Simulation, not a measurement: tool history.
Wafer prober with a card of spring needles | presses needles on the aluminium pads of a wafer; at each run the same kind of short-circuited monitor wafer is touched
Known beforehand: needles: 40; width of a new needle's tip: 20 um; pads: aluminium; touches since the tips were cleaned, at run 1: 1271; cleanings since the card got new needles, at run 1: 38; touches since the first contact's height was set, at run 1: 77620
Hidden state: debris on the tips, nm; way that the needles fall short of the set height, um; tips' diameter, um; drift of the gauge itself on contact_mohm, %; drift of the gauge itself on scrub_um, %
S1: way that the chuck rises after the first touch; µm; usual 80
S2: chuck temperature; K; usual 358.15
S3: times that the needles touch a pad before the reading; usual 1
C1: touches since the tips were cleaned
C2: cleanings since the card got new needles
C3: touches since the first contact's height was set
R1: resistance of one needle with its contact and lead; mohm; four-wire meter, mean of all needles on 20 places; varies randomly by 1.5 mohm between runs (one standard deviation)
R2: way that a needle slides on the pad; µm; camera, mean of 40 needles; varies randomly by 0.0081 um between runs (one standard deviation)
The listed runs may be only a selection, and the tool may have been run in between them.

run     day  S1      S2  S3    C1  C2      C3   R1     R2
  1   0.000  80  358.15   1  1271  38   77620  204  9.891
      0.496  -- tips cleaned on abrasive film
  2   0.808  80  358.15   1  4706  39   89717  264  9.880
      1.054  -- tips cleaned on abrasive film
      1.617  -- tips cleaned on abrasive film
  3   1.654  80  358.15   1   576  41  102388  173  9.888
      2.158  -- tips cleaned on abrasive film
  4   2.358  80  358.15   1  3021  42  112898  235  9.870
      2.767  -- tips cleaned on abrasive film
      3.329  -- tips cleaned on abrasive film
  5   3.329  80  315.15   1     0  44  127406  152  9.847
      3.758  -- height of the first contact set anew
      3.958  -- tips cleaned on abrasive film
  6   4.379  80  315.15   1  6394  45    9313  268  9.941
      4.542  -- tips cleaned on abrasive film
  7   5.033  80  315.15   1  7417  46   19095  271  9.936
      5.117  -- tips cleaned on abrasive film
  8   5.650  80  358.15   1  8022  47   28285  275  9.942
      5.717  -- tips cleaned on abrasive film
      6.258  -- tips cleaned on abrasive film
  9   6.471  80  358.15   1  3164  49   40541  254  9.931
      6.858  -- tips cleaned on abrasive film
      7.417  -- tips cleaned on abrasive film
 10   7.417  80  358.15   1     0  51   54692  155  9.909
      7.988  -- tips cleaned on abrasive film
      8.538  -- tips cleaned on abrasive film
 11   8.538  80  358.15   1     0  53   71462  150  9.895
      9.092  -- tips cleaned on abrasive film
 12   9.112  80  358.15   1   361  54   80064  172  9.892
      9.646  -- tips cleaned on abrasive film
 13   9.925  80  358.15   1  4218  55   92255  270  9.882
     10.221  -- tips cleaned on abrasive film
 14  10.592  80  358.15   1  5582  56  102202  267  9.852
     10.783  -- tips cleaned on abrasive film
     11.354  -- tips cleaned on abrasive film
 15  11.738  80  358.15   1  5747  58  119340  278  9.856

Expected results for the next run?
     11.929  -- tips cleaned on abrasive film
 16  12.342  80  358.15   1  6219  59  128374   ?   ?

Logged for run 16: R1 274 mohm, R2 9.837 µm.
Take away the tool's hidden state, keep the run-to-run variation as it was, and the same run would have given R1 138 mohm, R2 9.931 µm.

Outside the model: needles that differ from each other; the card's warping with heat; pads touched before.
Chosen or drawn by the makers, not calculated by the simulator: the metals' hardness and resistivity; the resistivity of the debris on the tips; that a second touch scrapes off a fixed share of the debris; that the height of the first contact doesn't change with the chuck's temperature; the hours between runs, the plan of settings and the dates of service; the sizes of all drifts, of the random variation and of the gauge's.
